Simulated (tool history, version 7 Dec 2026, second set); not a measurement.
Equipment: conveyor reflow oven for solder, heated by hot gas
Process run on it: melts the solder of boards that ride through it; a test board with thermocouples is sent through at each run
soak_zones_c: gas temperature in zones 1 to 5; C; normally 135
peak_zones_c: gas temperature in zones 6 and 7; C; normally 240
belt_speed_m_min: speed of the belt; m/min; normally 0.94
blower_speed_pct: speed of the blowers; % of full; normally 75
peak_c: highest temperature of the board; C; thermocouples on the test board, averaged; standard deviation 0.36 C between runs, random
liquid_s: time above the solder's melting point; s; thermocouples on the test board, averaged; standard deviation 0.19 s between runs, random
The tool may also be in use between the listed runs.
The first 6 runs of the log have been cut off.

{"run": 7, "hour": 74.0, "soak_zones_c": 135, "peak_zones_c": 240, "belt_speed_m_min": 0.94, "blower_speed_pct": 75, "peak_c": 216.9, "liquid_s": 32.6}
{"run": 8, "hour": 93.5, "soak_zones_c": 135, "peak_zones_c": 240, "belt_speed_m_min": 0.94, "blower_speed_pct": 61, "peak_c": 210.9, "liquid_s": 28.5}
{"run": 9, "hour": 106.9, "soak_zones_c": 135, "peak_zones_c": 240, "belt_speed_m_min": 0.94, "blower_speed_pct": 61, "peak_c": 210.6, "liquid_s": 28.2}
{"run": 10, "hour": 126.7, "soak_zones_c": 135, "peak_zones_c": 240, "belt_speed_m_min": 0.77, "blower_speed_pct": 61, "peak_c": 219, "liquid_s": 40.7}
{"run": 11, "hour": 142.6, "soak_zones_c": 135, "peak_zones_c": 240, "belt_speed_m_min": 0.77, "blower_speed_pct": 61, "peak_c": 218.8, "liquid_s": 40.4}
{"run": 12, "hour": 154.9, "soak_zones_c": 135, "peak_zones_c": 240, "belt_speed_m_min": 1.071, "blower_speed_pct": 75, "peak_c": 211.3, "liquid_s": 25.4}
{"run": 13, "hour": 173.2, "soak_zones_c": 135, "peak_zones_c": 231, "belt_speed_m_min": 0.94, "blower_speed_pct": 75, "peak_c": 209.5, "liquid_s": 28.1}
{"run": 14, "hour": 190.1, "soak_zones_c": 135, "peak_zones_c": 231, "belt_speed_m_min": 0.94, "blower_speed_pct": 75, "peak_c": 209.1, "liquid_s": 28.1}
{"run": 15, "hour": 203.8, "soak_zones_c": 135, "peak_zones_c": 231, "belt_speed_m_min": 0.94, "blower_speed_pct": 63, "peak_c": 203.6, "liquid_s": 24.2}
{"run": 16, "hour": 223.3, "soak_zones_c": 128, "peak_zones_c": 243, "belt_speed_m_min": 0.834, "blower_speed_pct": 66, "peak_c": 218.1, "liquid_s": 35.8}
{"run": 17, "hour": 233.8, "soak_zones_c": 135, "peak_zones_c": 240, "belt_speed_m_min": 1.095, "blower_speed_pct": 74, "peak_c": 208.9, "liquid_s": 23.7}
{"hour": 240.2, "done": "flux residue cleaned out of gas plates and filters"}
{"run": 18, "hour": 251.5, "soak_zones_c": 135, "peak_zones_c": 240, "belt_speed_m_min": 1.095, "blower_speed_pct": 74, "peak_c": 212.5, "liquid_s": 25.1}
{"run": 19, "hour": 260.8, "soak_zones_c": 135, "peak_zones_c": 237, "belt_speed_m_min": 0.954, "blower_speed_pct": 85, "peak_c": 218.9, "liquid_s": 33.1}
{"run": 20, "hour": 277.4, "soak_zones_c": 135, "peak_zones_c": 240, "belt_speed_m_min": 0.838, "blower_speed_pct": 54, "peak_c": 213, "liquid_s": 33.5}
{"run": 21, "hour": 291.1, "soak_zones_c": 135, "peak_zones_c": 240, "belt_speed_m_min": 0.94, "blower_speed_pct": 55, "peak_c": 208.7, "liquid_s": 26.9}
{"run": 22, "hour": 301.1, "soak_zones_c": 150, "peak_zones_c": 236, "belt_speed_m_min": 0.94, "blower_speed_pct": 75, "peak_c": 217.6, "liquid_s": 36.1}
{"run": 23, "hour": 313.9, "soak_zones_c": 150, "peak_zones_c": 236, "belt_speed_m_min": 0.94, "blower_speed_pct": 75, "peak_c": 217.6, "liquid_s": 36.3}
{"run": 24, "hour": 331.0, "soak_zones_c": 135, "peak_zones_c": 240, "belt_speed_m_min": 0.754, "blower_speed_pct": 87, "peak_c": 228.6, "liquid_s": 47.4}
{"run": 25, "hour": 339.3, "soak_zones_c": 135, "peak_zones_c": 240, "belt_speed_m_min": 0.754, "blower_speed_pct": 87, "peak_c": 228.1, "liquid_s": 47.4}
{"run": 26, "hour": 356.3, "soak_zones_c": 135, "peak_zones_c": 240, "belt_speed_m_min": 0.754, "blower_speed_pct": 87, "peak_c": 228.4, "liquid_s": 47.1}
{"run": 27, "hour": 369.0, "soak_zones_c": 135, "peak_zones_c": 236, "belt_speed_m_min": 0.754, "blower_speed_pct": 59, "peak_c": 216.1, "liquid_s": 39.9}
{"run": 28, "hour": 382.5, "soak_zones_c": 148, "peak_zones_c": 235, "belt_speed_m_min": 1.034, "blower_speed_pct": 52, "peak_c": 202.9, "liquid_s": 22.2}
{"run": 29, "hour": 396.4, "soak_zones_c": 148, "peak_zones_c": 235, "belt_speed_m_min": 1.034, "blower_speed_pct": 52, "peak_c": 202.2, "liquid_s": 22.2}
{"run": 30, "hour": 407.5, "soak_zones_c": 125, "peak_zones_c": 251, "belt_speed_m_min": 1.034, "blower_speed_pct": 52, "peak_c": 205.8, "liquid_s": 20.7}

Each row is a separate what-if for the run after 30, all from the same tool condition, not one after another. Results?
{"run": "A", "hour": 416.6, "soak_zones_c": 125, "peak_zones_c": 236, "belt_speed_m_min": 1.002, "blower_speed_pct": 52, "peak_c": "?", "liquid_s": "?"}
{"run": "B", "hour": 416.6, "soak_zones_c": 135, "peak_zones_c": 249, "belt_speed_m_min": 0.94, "blower_speed_pct": 87, "peak_c": "?", "liquid_s": "?"}
{"run": "C", "hour": 416.6, "soak_zones_c": 125, "peak_zones_c": 234, "belt_speed_m_min": 1.034, "blower_speed_pct": 64, "peak_c": "?", "liquid_s": "?"}
{"run": "D", "hour": 416.6, "soak_zones_c": 125, "peak_zones_c": 235, "belt_speed_m_min": 1.034, "blower_speed_pct": 52, "peak_c": "?", "liquid_s": "?"}

run=A peak_c=197 liquid_s=14.7
run=B peak_c=228.8 liquid_s=37.6
run=C peak_c=201.6 liquid_s=18.4
run=D peak_c=194 liquid_s=12.1
Take away the tool's hidden state, keep each run's random variation, and the runs would have read:
run=A peak_c=198.6 liquid_s=15.9
run=B peak_c=231.1 liquid_s=37.9
run=C peak_c=203.6 liquid_s=19.6
run=D peak_c=195.6 liquid_s=13.4
